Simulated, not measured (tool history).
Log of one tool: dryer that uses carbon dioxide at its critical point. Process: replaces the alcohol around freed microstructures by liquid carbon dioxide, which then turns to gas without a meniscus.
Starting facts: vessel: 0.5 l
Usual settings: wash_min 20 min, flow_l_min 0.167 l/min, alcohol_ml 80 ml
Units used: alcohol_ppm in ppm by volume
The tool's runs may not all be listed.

| run | day | wash_min | flow_l_min | alcohol_ml | alcohol_ppm |
|---|---|---|---|---|---|
| 1 | 0.000 | 20 | 0.167 | 80 | 2021 |
| 2 | 1.700 | 20 | 0.167 | 80 | 2162 |
| 3 | 3.679 | 20 | 0.167 | 50 | 1537 |
| 4 | 5.867 | 20 | 0.167 | 50 | 1736 |
| 5 | 7.188 | 20 | 0.167 | 80 | 2934 |
| 6 | 8.788 | 20 | 0.167 | 80 | 3153 |
| 7 | 10.662 | 20 | 0.167 | 80 | 1625 |
| 8 | 12.546 | 20 | 0.167 | 80 | 1811 |
| 9 | 14.317 | 20 | 0.167 | 80 | 1940 |
| 10 | 16.733 | 20 | 0.167 | 80 | 2119 |
| 11 | 18.525 | 20 | 0.167 | 80 | 2332 |
| 12 | 19.892 | 20 | 0.143 | 80 | 4402 |
| 13 | 22.350 | 20 | 0.167 | 80 | 2733 |
| 14 | 25.042 | 14 | 0.167 | 108 | 13258 |
| 15 | 26.200 | 30 | 0.167 | 80 | 309 |
| 16 | 28.012 | 21 | 0.168 | 25 | 580 |
| 17 | 29.212 | 21 | 0.168 | 25 | 615 |
| 18 | 31.529 | 19 | 0.168 | 25 | 947 |
| 19 | 33.800 | 17 | 0.183 | 25 | 1143 |
| 20 | 36.292 | 17 | 0.183 | 25 | 1265 |
| 21 | 38.950 | 15 | 0.105 | 80 | 23967 |
| 22 | 41.029 | 15 | 0.105 | 80 | 16692 |
| 23 | 43.154 | 20 | 0.265 | 52 | 307 |
| 24 | 45.192 | 13 | 0.167 | 80 | 8881 |
| 25 | 47.829 | 14 | 0.109 | 105 | 28342 |

Not shown: 3 entries that the log had between the listed runs. Between which runs, and how does the tool's hidden state differ before and after?
From run 6 to run 7: inlet filter changed (day 9.771)
  flow that reaches the vessel past the clogged filter, %: 84.5 -> 99.1; alcohol in the recycled carbon dioxide, ppm: 107.7 -> 114
  what was measured, less what the result would be without the hidden state, alcohol_ppm: +1681 -> +175 ppm by volume
From run 14 to run 15: inlet filter changed (day 25.254)
  flow that reaches the vessel past the clogged filter, %: 84.8 -> 98.8; alcohol in the recycled carbon dioxide, ppm: 163 -> 167.1
  what was measured, less what the result would be without the hidden state, alcohol_ppm: +5318 -> +173 ppm by volume
From run 21 to run 22: inlet filter changed (day 40.762)
  flow that reaches the vessel past the clogged filter, %: 85.8 -> 99.6; alcohol in the recycled carbon dioxide, ppm: 210.2 -> 216.9
  what was measured, less what the result would be without the hidden state, alcohol_ppm: +6689 -> +353 ppm by volume
